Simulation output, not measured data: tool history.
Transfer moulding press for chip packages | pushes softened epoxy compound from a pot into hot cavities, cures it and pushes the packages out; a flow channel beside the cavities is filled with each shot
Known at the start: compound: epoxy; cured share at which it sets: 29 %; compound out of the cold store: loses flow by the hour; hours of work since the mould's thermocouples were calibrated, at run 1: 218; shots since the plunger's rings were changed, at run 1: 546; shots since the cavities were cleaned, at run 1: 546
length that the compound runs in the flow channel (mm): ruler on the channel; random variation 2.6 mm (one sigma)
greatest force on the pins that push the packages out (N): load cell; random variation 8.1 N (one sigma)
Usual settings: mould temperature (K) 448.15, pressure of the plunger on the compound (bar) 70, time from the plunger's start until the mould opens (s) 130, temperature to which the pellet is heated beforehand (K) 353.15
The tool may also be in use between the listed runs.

run,hour,mould temperature (K),pressure of the plunger on the compound (bar),time from the plunger's start until the mould opens (s),temperature to which the pellet is heated beforehand (K),hours of work since the mould's thermocouples were calibrated,shots since the plunger's rings were changed,shots since the cavities were cleaned,incoming compound's hours out of the cold store,length that the compound runs in the flow channel (mm),greatest force on the pins that push the packages out (N)
1,0,448.15,70,130,353.15,218,546,546,24.4,936,584
2,20.8,448.15,64.7,130,353.15,229,712,712,8.2,937,614
3,41.2,448.15,64.7,130,353.15,240,876,876,38.9,863,630
# hour 54.3: cavities cleaned with cleaning compound and waxed
4,55.1,448.15,64.7,130,353.15,247,975,6,21.4,903,389
5,73.4,448.15,70,130,353.15,257,1122,153,10.2,964,435
6,89.5,448.15,70,130,353.15,266,1251,282,44,883,470
7,102.5,448.15,70,130,353.15,273,1355,386,39,898,526
8,117.4,441.15,70,130,353.15,281,1474,505,12.3,981,890
9,135,441.15,70,130,353.15,290,1615,646,22.9,951,943
10,150.4,441.15,70,130,353.15,299,1738,769,16.8,969,1011
11,163.8,448.15,57.4,130,353.15,306,1845,876,40.9,806,629
# hour 176.3: cavities cleaned with cleaning compound and waxed
12,186,448.15,70,130,353.15,317,2011,78,14.7,947,423
13,206.5,448.15,70,130,353.15,328,2175,242,34.6,901,488
14,221.9,448.15,70,130,353.15,337,2298,365,22.1,925,526
15,235.8,441.15,70,163,350.15,344,2410,477,12.2,972,569
16,252.4,441.15,70,141,348.15,353,2543,610,43.6,902,725
17,264.8,441.15,70,141,348.15,360,2641,708,42.3,899,763
18,282.3,446.15,70,130,358.15,370,2782,849,17.1,939,708
19,294.8,443.15,52.4,130,356.15,376,2881,948,19.3,813,898
# hour 299.3: cavities cleaned with cleaning compound and waxed
20,307.4,453.15,55.2,155,355.15,382,2971,65,19.3,811,331
21,317.2,446.15,70,130,353.15,388,3049,143,24.2,926,516
22,327.4,443.15,70,113,350.15,393,3130,224,46.2,886,885

Forecast run 23:
23,344.5,443.15,70,113,350.15,403,3268,362,37.8,?,?

length that the compound runs in the flow channel (mm): 898
greatest force on the pins that push the packages out (N): 940
Without the tool's hidden state the same run would have given length that the compound runs in the flow channel (mm) 920, greatest force on the pins that push the packages out (N) 605.
